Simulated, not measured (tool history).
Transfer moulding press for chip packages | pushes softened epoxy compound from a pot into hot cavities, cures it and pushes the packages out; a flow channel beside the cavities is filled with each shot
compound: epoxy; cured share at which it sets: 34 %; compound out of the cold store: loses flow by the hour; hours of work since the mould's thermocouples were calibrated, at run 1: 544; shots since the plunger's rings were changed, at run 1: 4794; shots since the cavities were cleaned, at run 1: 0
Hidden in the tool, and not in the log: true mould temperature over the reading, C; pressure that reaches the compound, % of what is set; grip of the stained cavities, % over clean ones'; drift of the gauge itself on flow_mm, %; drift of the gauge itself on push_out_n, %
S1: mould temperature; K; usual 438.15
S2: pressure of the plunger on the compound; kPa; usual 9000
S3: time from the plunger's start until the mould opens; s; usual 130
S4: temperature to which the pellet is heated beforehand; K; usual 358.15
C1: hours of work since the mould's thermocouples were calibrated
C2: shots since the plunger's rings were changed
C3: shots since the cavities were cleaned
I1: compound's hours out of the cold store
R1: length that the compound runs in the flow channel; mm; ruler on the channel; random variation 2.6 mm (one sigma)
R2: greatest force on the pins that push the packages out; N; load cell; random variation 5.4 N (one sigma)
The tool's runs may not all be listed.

| run | day | S1 | S2 | S3 | S4 | C1 | C2 | C3 | I1 | R1 | R2 |
|---|---|---|---|---|---|---|---|---|---|---|---|
| 1 | 0 | 438.15 | 9000 | 130 | 358.15 | 544 | 4794 | 0 | 25.6 | 667 | 189 |
| 2 | 3.458 | 438.15 | 9000 | 130 | 358.15 | 595 | 5593 | 799 | 43.2 | 616 | 247 |
|  | 3.788 | cavities cleaned with cleaning compound and waxed |
|  | 4.646 | mould's thermocouples calibrated |
|  | 7.179 | plunger's sealing rings changed |
| 3 | 7.179 | 444.15 | 9000 | 130 | 358.15 | 36 | 0 | 739 | 12.9 | 703 | 219 |
|  | 7.733 | cavities cleaned with cleaning compound and waxed |
| 4 | 9.242 | 444.15 | 9000 | 130 | 358.15 | 66 | 462 | 348 | 27.2 | 657 | 193 |
|  | 11.2 | mould's thermocouples calibrated, once more |
|  | 11.5 | cavities cleaned with cleaning compound and waxed |
| 5 | 12.196 | 444.15 | 9000 | 130 | 358.15 | 14 | 1110 | 161 | 22.2 | 676 | 179 |
|  | 15.262 | cavities cleaned with cleaning compound and waxed |
| 6 | 15.367 | 438.15 | 7550 | 130 | 358.15 | 60 | 1826 | 23 | 32.2 | 614 | 180 |
| 7 | 18.079 | 438.15 | 7550 | 130 | 358.15 | 100 | 2452 | 649 | 19.1 | 650 | 245 |
|  | 18.992 | cavities cleaned with cleaning compound and waxed |
| 8 | 21.875 | 438.15 | 9000 | 130 | 358.15 | 156 | 3314 | 665 | 42 | 632 | 244 |
|  | 22.821 | cavities cleaned with cleaning compound and waxed |
| 9 | 24.325 | 438.15 | 9000 | 130 | 358.15 | 191 | 3865 | 347 | 15.8 | 707 | 217 |
| 10 | 26.088 | 438.15 | 9000 | 130 | 358.15 | 217 | 4271 | 753 | 36.8 | 640 | 240 |
|  | 26.483 | cavities cleaned with cleaning compound and waxed |
| 11 | 29.058 | 438.15 | 9000 | 115 | 366.15 | 260 | 4943 | 595 | 18 | 691 | 259 |
|  | 30.225 | cavities cleaned with cleaning compound and waxed |
| 12 | 32.321 | 441.15 | 9400 | 144 | 353.15 | 308 | 5681 | 484 | 11 | 713 | 207 |
|  | 33.908 | cavities cleaned with cleaning compound and waxed |
|  | 35.433 | plunger's sealing rings changed |
| 13 | 35.433 | 437.15 | 9480 | 149 | 357.15 | 352 | 0 | 328 | 19.6 | 739 | 206 |
|  | 37.846 | cavities cleaned with cleaning compound and waxed |
| 14 | 38.083 | 437.15 | 9480 | 149 | 357.15 | 390 | 597 | 55 | 43.4 | 661 | 179 |
| 15 | 40.292 | 433.15 | 9000 | 130 | 358.15 | 423 | 1106 | 564 | 40.8 | 665 | 286 |
|  | 41.583 | cavities cleaned with cleaning compound and waxed |
| 16 | 43.962 | 439.15 | 9000 | 128 | 358.15 | 476 | 1939 | 549 | 46.9 | 618 | 224 |
|  | 45.304 | cavities cleaned with cleaning compound and waxed |
| 17 | 45.592 | 439.15 | 7380 | 128 | 358.15 | 500 | 2300 | 66 | 38.2 | 580 | 185 |
| 18 | 47.962 | 438.15 | 9830 | 135 | 366.15 | 535 | 2848 | 614 | 19 | 733 | 224 |
|  | 48.971 | cavities cleaned with cleaning compound and waxed |
| 19 | 51.488 | 443.15 | 10460 | 135 | 366.15 | 586 | 3646 | 580 | 17.1 | 729 | 206 |
|  | 52.638 | cavities cleaned with cleaning compound and waxed |
|  | 53.233 | mould's thermocouples calibrated |
| 20 | 54.462 | 433.15 | 10460 | 135 | 353.15 | 18 | 4299 | 402 | 42.7 | 697 | 282 |

Hidden state at the last listed run before each entry between runs and at the first one after, where it differs:
Between runs 2 and 3: cavities cleaned with cleaning compound and waxed (day 3.788); mould's thermocouples calibrated (day 4.646); plunger's sealing rings changed (day 7.179)
  true mould temperature over the reading, C: 1.22 -> 1.88; pressure that reaches the compound, % of what is set: 91.87 -> 99.12; grip of the stained cavities, % over clean ones': 35.8 -> 32.4
  measured less the result without the state, R1: -32 -> -10 mm; R2: +57 -> +52 N
Between runs 3 and 4: cavities cleaned with cleaning compound and waxed (day 7.733)
  true mould temperature over the reading, C: 1.88 -> 1.94; pressure that reaches the compound, % of what is set: 99.12 -> 98.5; grip of the stained cavities, % over clean ones': 32.4 -> 19.6
  measured less the result without the state, R1: -10 -> -12 mm; R2: +52 -> +30 N
Between runs 4 and 5: mould's thermocouples calibrated, once more (day 11.2); cavities cleaned with cleaning compound and waxed (day 11.5)
  true mould temperature over the reading, C: 1.94 -> 0.14; pressure that reaches the compound, % of what is set: 98.5 -> 97.6; grip of the stained cavities, % over clean ones': 19.6 -> 12.3
  measured less the result without the state, R1: -12 -> -8 mm; R2: +30 -> +20 N
Between runs 5 and 6: cavities cleaned with cleaning compound and waxed (day 15.262)
  true mould temperature over the reading, C: 0.14 -> 0.23; pressure that reaches the compound, % of what is set: 97.6 -> 96.68; grip of the stained cavities, % over clean ones': 12.3 -> 2.3
  measured less the result without the state, R1: -8 -> -12 mm; R2: +20 -> +3 N
Between runs 7 and 8: cavities cleaned with cleaning compound and waxed (day 18.992)
  true mould temperature over the reading, C: 0.31 -> 0.43; pressure that reaches the compound, % of what is set: 95.85 -> 94.67; grip of the stained cavities, % over clean ones': 31.1 -> 31.6
  measured less the result without the state, R1: -15 -> -19 mm; R2: +55 -> +56 N
Between runs 8 and 9: cavities cleaned with cleaning compound and waxed (day 22.821)
  true mould temperature over the reading, C: 0.43 -> 0.51; pressure that reaches the compound, % of what is set: 94.67 -> 93.97; grip of the stained cavities, % over clean ones': 31.6 -> 19.2
  measured less the result without the state, R1: -19 -> -24 mm; R2: +56 -> +31 N
Between runs 10 and 11: cavities cleaned with cleaning compound and waxed (day 26.483)
  true mould temperature over the reading, C: 0.56 -> 0.65; pressure that reaches the compound, % of what is set: 93.42 -> 92.48; grip of the stained cavities, % over clean ones': 32.7 -> 30.1
  measured less the result without the state, R1: -24 -> -31 mm; R2: +55 -> +52 N
Between runs 11 and 12: cavities cleaned with cleaning compound and waxed (day 30.225)
  true mould temperature over the reading, C: 0.65 -> 0.75; pressure that reaches the compound, % of what is set: 92.48 -> 91.47; grip of the stained cavities, % over clean ones': 30.1 -> 27.1
  measured less the result without the state, R1: -31 -> -36 mm; R2: +52 -> +44 N
Between runs 12 and 13: cavities cleaned with cleaning compound and waxed (day 33.908); plunger's sealing rings changed (day 35.433)
  true mould temperature over the reading, C: 0.75 -> 0.85; pressure that reaches the compound, % of what is set: 91.47 -> 99.4; grip of the stained cavities, % over clean ones': 27.1 -> 20
  measured less the result without the state, R1: -36 -> -7 mm; R2: +44 -> +31 N
Between runs 13 and 14: cavities cleaned with cleaning compound and waxed (day 37.846)
  true mould temperature over the reading, C: 0.85 -> 0.93; pressure that reaches the compound, % of what is set: 99.4 -> 98.5; grip of the stained cavities, % over clean ones': 20 -> 3.8
  measured less the result without the state, R1: -7 -> -9 mm; R2: +31 -> +4 N
Between runs 15 and 16: cavities cleaned with cleaning compound and waxed (day 41.583)
  true mould temperature over the reading, C: 1 -> 1.1; pressure that reaches the compound, % of what is set: 97.76 -> 96.66
  measured less the result without the state, R1: -12 -> -15 mm; R2: +46 -> +44 N
Between runs 16 and 17: cavities cleaned with cleaning compound and waxed (day 45.304)
  true mould temperature over the reading, C: 1.1 -> 1.15; pressure that reaches the compound, % of what is set: 96.66 -> 96.19; grip of the stained cavities, % over clean ones': 28 -> 5.9
  measured less the result without the state, R1: -15 -> -16 mm; R2: +44 -> +4 N
Between runs 18 and 19: cavities cleaned with cleaning compound and waxed (day 48.971)
  true mould temperature over the reading, C: 1.22 -> 1.34; pressure that reaches the compound, % of what is set: 95.48 -> 94.31; grip of the stained cavities, % over clean ones': 30.3 -> 28.2
  measured less the result without the state, R1: -22 -> -27 mm; R2: +47 -> +43 N
Between runs 19 and 20: cavities cleaned with cleaning compound and waxed (day 52.638); mould's thermocouples calibrated (day 53.233)
  true mould temperature over the reading, C: 1.34 -> 0.25; pressure that reaches the compound, % of what is set: 94.31 -> 93.41; grip of the stained cavities, % over clean ones': 28.2 -> 23.2
  measured less the result without the state, R1: -27 -> -26 mm; R2: +43 -> +49 N
